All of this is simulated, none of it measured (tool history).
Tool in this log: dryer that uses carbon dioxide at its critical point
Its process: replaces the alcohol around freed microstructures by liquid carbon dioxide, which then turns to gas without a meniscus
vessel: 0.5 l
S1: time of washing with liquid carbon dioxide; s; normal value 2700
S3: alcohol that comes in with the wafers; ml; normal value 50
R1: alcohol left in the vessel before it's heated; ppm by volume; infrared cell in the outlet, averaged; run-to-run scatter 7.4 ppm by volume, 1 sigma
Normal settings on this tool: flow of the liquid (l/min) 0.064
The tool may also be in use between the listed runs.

{"run": 1, "day": 0.0, "S1": 2700, "flow of the liquid (l/min)": 0.064, "S3": 50, "R1": 522}
{"run": 2, "day": 0.925, "S1": 2700, "flow of the liquid (l/min)": 0.064, "S3": 50, "R1": 529}
{"run": 3, "day": 1.671, "S1": 2700, "flow of the liquid (l/min)": 0.064, "S3": 50, "R1": 526}
{"day": 2.179, "done": "inlet filter changed"}
{"run": 4, "day": 2.588, "S1": 2400, "flow of the liquid (l/min)": 0.064, "S3": 50, "R1": 660}
{"run": 5, "day": 3.367, "S1": 2400, "flow of the liquid (l/min)": 0.064, "S3": 50, "R1": 712}
{"run": 6, "day": 4.471, "S1": 2700, "flow of the liquid (l/min)": 0.0523, "S3": 50, "R1": 1021}
{"run": 7, "day": 5.45, "S1": 2700, "flow of the liquid (l/min)": 0.064, "S3": 50, "R1": 399}
{"run": 8, "day": 6.325, "S1": 2700, "flow of the liquid (l/min)": 0.064, "S3": 50, "R1": 404}
{"run": 9, "day": 7.467, "S1": 2700, "flow of the liquid (l/min)": 0.064, "S3": 50, "R1": 424}
{"run": 10, "day": 8.525, "S1": 2700, "flow of the liquid (l/min)": 0.0489, "S3": 50, "R1": 1449}
{"run": 11, "day": 9.296, "S1": 2700, "flow of the liquid (l/min)": 0.064, "S3": 50, "R1": 437}
{"run": 12, "day": 10.025, "S1": 2700, "flow of the liquid (l/min)": 0.0923, "S3": 96, "R1": 109}
{"run": 13, "day": 11.017, "S1": 2640, "flow of the liquid (l/min)": 0.0621, "S3": 44, "R1": 519}
{"run": 14, "day": 11.558, "S1": 2640, "flow of the liquid (l/min)": 0.0621, "S3": 44, "R1": 530}
{"run": 15, "day": 12.475, "S1": 2640, "flow of the liquid (l/min)": 0.0621, "S3": 44, "R1": 531}
{"run": 16, "day": 13.067, "S1": 2640, "flow of the liquid (l/min)": 0.0621, "S3": 44, "R1": 536}
{"run": 17, "day": 14.229, "S1": 2640, "flow of the liquid (l/min)": 0.0621, "S3": 44, "R1": 525}

Run 18 comes next. What will it give?
{"run": 18, "day": 15.083, "S1": 2700, "flow of the liquid (l/min)": 0.0482, "S3": 50, "R1": "?"}

{"run 18": {"R1": 1640}}
With the hidden condition absent and the run-to-run variation left alone, this run would have shown R1 1371 ppm by volume.

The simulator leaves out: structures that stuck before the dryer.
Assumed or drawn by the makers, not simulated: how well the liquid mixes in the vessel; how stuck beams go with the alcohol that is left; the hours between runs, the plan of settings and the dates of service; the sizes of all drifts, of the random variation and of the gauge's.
